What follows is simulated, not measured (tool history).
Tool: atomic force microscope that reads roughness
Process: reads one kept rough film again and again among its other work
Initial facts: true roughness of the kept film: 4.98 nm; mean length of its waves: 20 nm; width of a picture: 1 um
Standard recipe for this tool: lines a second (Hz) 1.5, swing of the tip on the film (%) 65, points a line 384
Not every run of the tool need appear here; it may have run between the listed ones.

run,day,lines a second (Hz),swing of the tip on the film (%),points a line,roughness of the kept film (nm (root mean square))
1,0,1.5,65,384,2.175
2,1.808,1.5,65,384,1.992
# day 3.258: new tip fitted
3,4.621,1.5,65,384,3.074
4,5.917,1.5,65,384,2.867
5,7.742,1.5,65,384,2.617
6,9.408,1.5,65,384,2.422
7,10.733,1.5,65,384,2.278
8,13.258,1.5,65,384,2.053
9,15.204,1.5,65,739,1.943
# day 15.412: new tip fitted
10,16.804,1.5,65,508,3.074
11,18.938,1.5,65,384,2.723
12,20.483,1.5,70,384,2.487
13,22.508,1.5,66,384,2.31
14,25.275,1.5,66,384,2.051
# day 25.529: height scale calibrated on a step standard
15,27.312,1.5,66,384,1.9
# day 27.579: new tip fitted
# day 30: height scale calibrated on a step standard, once more
16,30.15,1.5,65,384,2.916
17,32.425,1.5,65,384,2.602
18,34.312,1.5,65,384,2.368
19,36.171,1.5,65,384,2.204
20,38.808,1.5,65,384,1.983
# day 39.762: new tip fitted
21,40.188,1.5,65,384,3.339
22,43.021,1.5,82,384,2.526
23,44.642,3.74,65,384,2.32
24,47.2,3.74,85,384,1.587
25,49.696,0.56,63,353,2.138
26,51.667,2.59,65,523,1.827
# day 51.892: new tip fitted
27,53.733,1.5,65,731,3.026
28,56.212,0.62,66,690,2.737
29,58.571,0.72,65,384,2.418
30,61.35,1.54,73,487,1.988
31,63.029,1.54,73,487,1.845
# day 63.938: new tip fitted
32,65.562,1.54,73,885,2.929
33,67.067,1.48,68,567,2.759
34,69.883,2.39,62,658,2.386
35,72.438,1.09,70,676,2.193
36,75.208,1.31,65,384,1.947
# day 76.096: new tip fitted
37,77.638,0.99,65,364,3.151
38,79.304,1.24,84,261,2.537
39,80.954,1.24,84,261,2.323
40,83.279,1.38,73,323,2.246
41,85.092,1.95,56,476,2.189
42,87.192,1.95,56,476,2.014
# day 88.158: new tip fitted
43,89.621,0.76,72,557,3.192
44,90.804,3.77,89,709,1.914
45,93.188,0.66,65,532,2.693
46,95,1.5,74,418,2.285
47,97.392,1.5,74,418,2.057
# day 100.212: new tip fitted
48,100.212,1.5,85,384,3.004

Below are 4 alternative next runs, each starting from the tool's condition after run 48. Predict each:
A,102.933,1.5,65,406,?
B,102.933,4,83,384,?
C,102.933,2.11,82,286,?
D,102.933,1.43,69,658,?

run,roughness of the kept film (nm (root mean square))
A,2.91
B,2.055
C,2.454
D,2.914
What these runs would have given with no unlogged condition in the tool:
run,roughness of the kept film (nm (root mean square))
A,3.392
B,2.395
C,2.86
D,3.397
